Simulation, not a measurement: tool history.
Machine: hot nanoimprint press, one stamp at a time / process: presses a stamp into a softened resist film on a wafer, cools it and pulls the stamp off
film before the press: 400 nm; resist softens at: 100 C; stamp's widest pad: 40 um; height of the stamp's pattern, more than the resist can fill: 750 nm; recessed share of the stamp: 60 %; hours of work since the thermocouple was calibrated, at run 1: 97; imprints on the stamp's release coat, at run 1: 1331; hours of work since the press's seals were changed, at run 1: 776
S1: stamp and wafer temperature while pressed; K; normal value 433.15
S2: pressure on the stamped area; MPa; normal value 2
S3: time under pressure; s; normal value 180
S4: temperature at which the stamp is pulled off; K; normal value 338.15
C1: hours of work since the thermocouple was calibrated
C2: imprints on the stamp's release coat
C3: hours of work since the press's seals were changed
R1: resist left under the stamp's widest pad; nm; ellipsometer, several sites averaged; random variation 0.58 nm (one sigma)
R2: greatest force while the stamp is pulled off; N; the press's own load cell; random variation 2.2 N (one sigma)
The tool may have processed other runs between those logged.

Run 1, hour 0: usual settings; C1 97; C2 1331; C3 776. Result: R1 175.9 nm, R2 131 N.
Run 2, hour 76.5: usual settings; C1 131; C2 1504; C3 810. Result: R1 177 nm, R2 132 N.
Run 3, hour 159.8: usual settings; C1 169; C2 1693; C3 847. Result: R1 175.7 nm, R2 144 N.
At hour 192.3: stamp cleaned and given a new release coat.
Run 4, hour 213.6: usual settings; C1 190; C2 48; C3 869. Result: R1 175.3 nm, R2 97 N.
Run 5, hour 279.8: usual settings; C1 220; C2 198; C3 898. Result: R1 174.6 nm, R2 101 N.
Run 6, hour 331.5: usual settings; C1 243; C2 315; C3 922. Result: R1 174.1 nm, R2 103 N.
Run 7, hour 429.7: usual settings but S1 424.15 K, S2 1.52 MPa, S3 274 s, S4 343.15 K; C1 287; C2 537; C3 966. Result: R1 270 nm, R2 99 N.
Run 8, hour 498: usual settings but S2 2.29 MPa, S3 210 s; C1 318; C2 692; C3 996. Result: R1 154 nm, R2 114 N.
Run 9, hour 560.6: usual settings but S2 2.29 MPa, S3 210 s; C1 346; C2 834; C3 1024. Result: R1 153.5 nm, R2 122 N.

Run 10 has not been measured yet. What should we expect?
Run 10, hour 618: usual settings but S2 2.29 MPa, S3 210 s; C1 372; C2 963; C3 1050. Result: R1 ?, R2 ?.

{"run 10": {"R1": 152.5, "R2": 121}}
If the tool had no hidden condition, the same run with the same run-to-run variation would have returned R1 151.8 nm, R2 97 N.

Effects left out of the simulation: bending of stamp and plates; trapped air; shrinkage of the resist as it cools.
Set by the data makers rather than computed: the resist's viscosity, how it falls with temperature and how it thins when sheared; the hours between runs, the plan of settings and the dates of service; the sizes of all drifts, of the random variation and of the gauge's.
